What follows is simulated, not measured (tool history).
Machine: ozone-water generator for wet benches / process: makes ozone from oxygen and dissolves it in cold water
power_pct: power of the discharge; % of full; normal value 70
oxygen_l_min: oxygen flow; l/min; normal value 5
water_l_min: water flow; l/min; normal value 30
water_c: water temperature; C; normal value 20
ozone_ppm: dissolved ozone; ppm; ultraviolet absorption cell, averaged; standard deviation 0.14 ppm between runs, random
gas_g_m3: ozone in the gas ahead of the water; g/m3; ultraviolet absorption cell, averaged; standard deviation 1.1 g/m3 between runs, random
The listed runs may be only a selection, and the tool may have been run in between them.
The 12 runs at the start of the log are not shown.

run   hour  power_pct  oxygen_l_min  water_l_min  water_c  hours of work since the electrodes were changed  hours of work since the contactor was cleaned  hours of work since the thermometer was calibrated  ozone_ppm  gas_g_m3
 13  381.8         70          4.06           30       20                                              819                                           2386                                                 214       15.9     220.8
     396.6  -- contactor cleaned
 14  425.6         70          4.06           30       20                                              847                                             20                                                 242       15.6     218.1
 15  460.5         70             5           30       20                                              871                                             45                                                 266       16.2     196.7
 16  498.4         70             5           30       20                                              898                                             71                                                 293       16.1     197.7
 17  518.9         70             5           30       20                                              912                                             85                                                 307       16.4     197.5
 18  561.4         70             5           30       20                                              942                                            115                                                 337       16.5     199.3
 19    599         70             5           30       20                                              968                                            141                                                 363       16.2     198.1
 20  624.7         69             5           27       18                                              986                                            159                                                 381       18.1     197.4
 21  649.8         70          6.98           23       13                                             1004                                            177                                                 398       23.1     170.2
 22  668.7         70          2.89           23       13                                             1017                                            190                                                 412         20     260.8
 23  707.5         70          2.89           23       13                                             1044                                            217                                                 439       19.9     259.4
 24  753.1         70          2.89           23       13                                             1076                                            249                                                 471       19.7     259.7
 25  788.3         70          2.65           23       18                                             1100                                            274                                                 495       18.8     273.3
 26  809.6         70          3.29           20       19                                             1115                                            289                                                 510         22     243.1
 27  837.7         70           8.1           44       19                                             1135                                            308                                                 530       12.6       155
 28  876.1         70          2.97           31       20                                             1162                                            335                                                 557         14     256.9
 29  921.5         70          2.97           31       20                                             1194                                            367                                                 588       14.1     258.1
 30  955.8         70          2.97           31       20                                             1218                                            391                                                 612       14.3     256.6
 31  987.4         70             5           35       15                                             1240                                            413                                                 634       14.7       200

Expected results for the next run?
 32  1018.5         70          4.19           24       15                                             1261                                            435                                                 656          ?         ?

Run 32 came out at ozone_ppm 20.4 ppm, gas_g_m3 216.3 g/m3.
Were there no unlogged condition in the tool, this run, its random variation unchanged, would have produced ozone_ppm 20.5 ppm, gas_g_m3 216.4 g/m3.

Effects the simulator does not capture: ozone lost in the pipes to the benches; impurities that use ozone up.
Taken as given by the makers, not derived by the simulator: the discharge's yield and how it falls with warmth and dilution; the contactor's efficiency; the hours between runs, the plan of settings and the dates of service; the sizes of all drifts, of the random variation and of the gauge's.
